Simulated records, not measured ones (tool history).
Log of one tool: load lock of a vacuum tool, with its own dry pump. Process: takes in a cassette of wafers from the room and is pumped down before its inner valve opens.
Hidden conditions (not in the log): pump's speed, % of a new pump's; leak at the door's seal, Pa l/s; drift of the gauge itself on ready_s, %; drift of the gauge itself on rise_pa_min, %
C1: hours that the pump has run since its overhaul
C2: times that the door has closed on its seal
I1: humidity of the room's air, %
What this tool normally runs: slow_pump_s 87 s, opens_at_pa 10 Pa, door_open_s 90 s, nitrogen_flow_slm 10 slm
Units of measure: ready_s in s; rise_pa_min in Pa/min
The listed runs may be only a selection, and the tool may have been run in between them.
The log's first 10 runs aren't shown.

{"run": 11, "hour": 700.7, "slow_pump_s": 87, "opens_at_pa": 10, "door_open_s": 90, "nitrogen_flow_slm": 10, "C1": 3059, "C2": 12943, "I1": 43.8, "ready_s": 123.3, "rise_pa_min": 0.048}
{"run": 12, "hour": 743.0, "slow_pump_s": 87, "opens_at_pa": 12, "door_open_s": 90, "nitrogen_flow_slm": 10, "C1": 3102, "C2": 13152, "I1": 45.4, "ready_s": 122.2, "rise_pa_min": 0.047}
{"run": 13, "hour": 790.2, "slow_pump_s": 87, "opens_at_pa": 12, "door_open_s": 90, "nitrogen_flow_slm": 10, "C1": 3149, "C2": 13385, "I1": 45, "ready_s": 122.8, "rise_pa_min": 0.047}
{"run": 14, "hour": 834.3, "slow_pump_s": 87, "opens_at_pa": 12, "door_open_s": 90, "nitrogen_flow_slm": 10, "C1": 3193, "C2": 13603, "I1": 45.3, "ready_s": 121.4, "rise_pa_min": 0.048}
{"run": 15, "hour": 913.8, "slow_pump_s": 117, "opens_at_pa": 10, "door_open_s": 90, "nitrogen_flow_slm": 10, "C1": 3272, "C2": 13996, "I1": 47.1, "ready_s": 150.6, "rise_pa_min": 0.049}
{"run": 16, "hour": 981.6, "slow_pump_s": 117, "opens_at_pa": 10, "door_open_s": 90, "nitrogen_flow_slm": 10, "C1": 3340, "C2": 14330, "I1": 45.8, "ready_s": 150.3, "rise_pa_min": 0.053}
{"run": 17, "hour": 1037.6, "slow_pump_s": 117, "opens_at_pa": 10, "door_open_s": 90, "nitrogen_flow_slm": 10, "C1": 3396, "C2": 14607, "I1": 42.7, "ready_s": 149.6, "rise_pa_min": 0.054}
{"run": 18, "hour": 1105.2, "slow_pump_s": 117, "opens_at_pa": 10, "door_open_s": 90, "nitrogen_flow_slm": 10, "C1": 3464, "C2": 14941, "I1": 44, "ready_s": 148.9, "rise_pa_min": 0.049}
{"run": 19, "hour": 1150.0, "slow_pump_s": 87, "opens_at_pa": 10, "door_open_s": 90, "nitrogen_flow_slm": 10, "C1": 3509, "C2": 15162, "I1": 47, "ready_s": 123.3, "rise_pa_min": 0.058}
{"run": 20, "hour": 1199.2, "slow_pump_s": 53, "opens_at_pa": 20, "door_open_s": 90, "nitrogen_flow_slm": 10, "C1": 3558, "C2": 15405, "I1": 44.8, "ready_s": 88.3, "rise_pa_min": 0.048}
{"run": 21, "hour": 1243.4, "slow_pump_s": 165, "opens_at_pa": 17, "door_open_s": 165, "nitrogen_flow_slm": 34, "C1": 3602, "C2": 15624, "I1": 48, "ready_s": 193.2, "rise_pa_min": 0.034}
{"run": 22, "hour": 1303.4, "slow_pump_s": 165, "opens_at_pa": 17, "door_open_s": 165, "nitrogen_flow_slm": 34, "C1": 3662, "C2": 15920, "I1": 45, "ready_s": 192.1, "rise_pa_min": 0.033}
{"run": 23, "hour": 1344.1, "slow_pump_s": 80, "opens_at_pa": 11, "door_open_s": 108, "nitrogen_flow_slm": 18, "C1": 3703, "C2": 16121, "I1": 43.2, "ready_s": 116.1, "rise_pa_min": 0.043}
{"run": 24, "hour": 1392.9, "slow_pump_s": 80, "opens_at_pa": 8, "door_open_s": 108, "nitrogen_flow_slm": 6, "C1": 3752, "C2": 16362, "I1": 45.9, "ready_s": 117.5, "rise_pa_min": 0.072}
{"run": 25, "hour": 1465.4, "slow_pump_s": 80, "opens_at_pa": 8, "door_open_s": 108, "nitrogen_flow_slm": 6, "C1": 3824, "C2": 16720, "I1": 44.3, "ready_s": 117.4, "rise_pa_min": 0.07}

Run 26 comes next. What will it give?
{"run": 26, "hour": 1514.4, "slow_pump_s": 87, "opens_at_pa": 10, "door_open_s": 103, "nitrogen_flow_slm": 6, "C1": 3873, "C2": 16962, "I1": 45.6, "ready_s": "?", "rise_pa_min": "?"}

Logged for run 26: ready_s 122.4 s, rise_pa_min 0.066 Pa/min.
Without the tool's hidden state the same run would have given ready_s 122.4 s, rise_pa_min 0.066 Pa/min.
